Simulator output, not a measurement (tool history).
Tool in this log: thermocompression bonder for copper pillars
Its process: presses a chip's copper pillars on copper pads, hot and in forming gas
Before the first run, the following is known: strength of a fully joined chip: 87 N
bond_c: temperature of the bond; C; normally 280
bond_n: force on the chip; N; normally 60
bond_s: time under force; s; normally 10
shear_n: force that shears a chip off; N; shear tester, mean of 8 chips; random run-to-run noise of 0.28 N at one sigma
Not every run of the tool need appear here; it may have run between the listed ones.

run	hour	bond_c	bond_n	bond_s	shear_n
1	0	280	60	10	51.6
# hour 32.7: forming gas filter changed
2	90.8	280	60	10	51.3
3	152.6	280	60	10	51.6
4	227.4	280	60	10	51.6
# hour 235.9: forming gas filter changed
5	288.3	280	74	10	60.7
# hour 322.8: heater calibrated with a thermocouple chip
6	338.1	280	74	10	60.9
7	399.4	280	74	10	60.7
# hour 436.9: forming gas filter changed
8	445	280	60	8	48.3
9	515.7	280	67	10	57
10	585.2	280	67	26	71
# hour 637.7: forming gas filter changed
11	649.1	280	67	26	71
12	703.2	280	67	26	70.7
13	772.2	280	67	26	71
# hour 830.6: force cell calibrated
# hour 837.5: forming gas filter changed
14	851.8	280	55	11	48.8
15	905.3	280	55	11	49.4
16	981.8	262	38	20	35.1
# hour 1040.3: forming gas filter changed
17	1059.8	280	60	10	51.2
18	1151.7	271	60	7	41.7
# hour 1241.6: forming gas filter changed
19	1243.9	280	83	18	73.6
# hour 1262.5: heater calibrated with a thermocouple chip
20	1316.1	301	41	22	54.1
21	1404	301	41	22	54.2
# hour 1447.5: forming gas filter changed
22	1488.7	304	60	10	60.6
23	1574.5	293	60	19	67.3

What if the next run were any one of these 5? Each begins from the tool's condition after run 23:
# hour 1651.3: forming gas filter changed
A	1651.7	272	60	19	?
# hour 1651.3: forming gas filter changed
B	1651.7	299	60	19	?
# hour 1651.3: forming gas filter changed
C	1651.7	255	39	19	?
# hour 1651.3: forming gas filter changed
D	1651.7	263	60	9	?
# hour 1651.3: forming gas filter changed
E	1651.7	297	60	6	?

run	shear_n
A	58.2
B	68.9
C	32.3
D	43
E	50.1
The same runs, with their run-to-run variation unchanged, on a tool lacking any hidden condition would have given:
run	shear_n
A	58.1
B	68.8
C	32.2
D	42.9
E	50
